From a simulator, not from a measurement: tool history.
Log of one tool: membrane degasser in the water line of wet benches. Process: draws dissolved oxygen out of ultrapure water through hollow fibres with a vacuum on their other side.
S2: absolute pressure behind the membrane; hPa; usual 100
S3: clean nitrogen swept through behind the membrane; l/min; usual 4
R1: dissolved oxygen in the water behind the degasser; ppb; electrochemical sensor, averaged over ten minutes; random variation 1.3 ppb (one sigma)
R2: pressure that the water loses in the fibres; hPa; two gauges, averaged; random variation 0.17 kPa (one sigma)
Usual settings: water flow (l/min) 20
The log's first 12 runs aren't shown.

{"hour": 2735.2, "done": "vacuum gauge calibrated, once more"}
{"run": 13, "hour": 2803.5, "water flow (l/min)": 20, "S2": 100, "S3": 4, "R1": 140.5, "R2": 270.4}
{"run": 14, "hour": 3069.1, "water flow (l/min)": 20, "S2": 100, "S3": 4, "R1": 139.2, "R2": 268.9}
{"run": 15, "hour": 3263.1, "water flow (l/min)": 20, "S2": 100, "S3": 4, "R1": 139.6, "R2": 266.8}
{"run": 16, "hour": 3489.9, "water flow (l/min)": 20, "S2": 100, "S3": 4, "R1": 141.9, "R2": 268.1}
{"run": 17, "hour": 3656.2, "water flow (l/min)": 20, "S2": 100, "S3": 4, "R1": 138.9, "R2": 272}
{"run": 18, "hour": 3868.2, "water flow (l/min)": 26, "S2": 160, "S3": 4, "R1": 283.5, "R2": 350.9}
{"hour": 3923.5, "done": "seals of the vacuum lines changed"}
{"run": 19, "hour": 4022.0, "water flow (l/min)": 26, "S2": 137, "S3": 5.63, "R1": 204.4, "R2": 348.8}
{"run": 20, "hour": 4201.5, "water flow (l/min)": 12, "S2": 127, "S3": 4, "R1": 90, "R2": 159.6}
{"run": 21, "hour": 4343.7, "water flow (l/min)": 12, "S2": 127, "S3": 4, "R1": 89.6, "R2": 162.1}
{"run": 22, "hour": 4670.3, "water flow (l/min)": 14, "S2": 127, "S3": 3.16, "R1": 134.4, "R2": 189.1}
{"run": 23, "hour": 5009.5, "water flow (l/min)": 21, "S2": 81, "S3": 3.21, "R1": 141, "R2": 280.6}
{"run": 24, "hour": 5264.8, "water flow (l/min)": 17, "S2": 100, "S3": 2.4, "R1": 158.2, "R2": 226}
{"run": 25, "hour": 5574.0, "water flow (l/min)": 20, "S2": 79, "S3": 8.69, "R1": 87.2, "R2": 271.9}
{"run": 26, "hour": 5735.1, "water flow (l/min)": 16, "S2": 179, "S3": 2.31, "R1": 279.1, "R2": 217.8}
{"run": 27, "hour": 5905.6, "water flow (l/min)": 30, "S2": 100, "S3": 4, "R1": 235.7, "R2": 406.7}
{"run": 28, "hour": 6183.1, "water flow (l/min)": 13, "S2": 100, "S3": 4, "R1": 81.6, "R2": 176.4}
{"run": 29, "hour": 6383.6, "water flow (l/min)": 21, "S2": 134, "S3": 4, "R1": 194, "R2": 284.4}
{"run": 30, "hour": 6629.8, "water flow (l/min)": 21, "S2": 134, "S3": 4, "R1": 192.8, "R2": 283.3}
{"run": 31, "hour": 6821.7, "water flow (l/min)": 21, "S2": 134, "S3": 4, "R1": 194.4, "R2": 284.7}

Forecast run 32:
{"run": 32, "hour": 7018.3, "water flow (l/min)": 21, "S2": 134, "S3": 4, "R1": "?", "R2": "?"}

R1: 193.9 ppb
R2: 289.5 hPa
Without the tool's hidden state the same run would have given R1 179.7 ppb, R2 277.7 hPa.
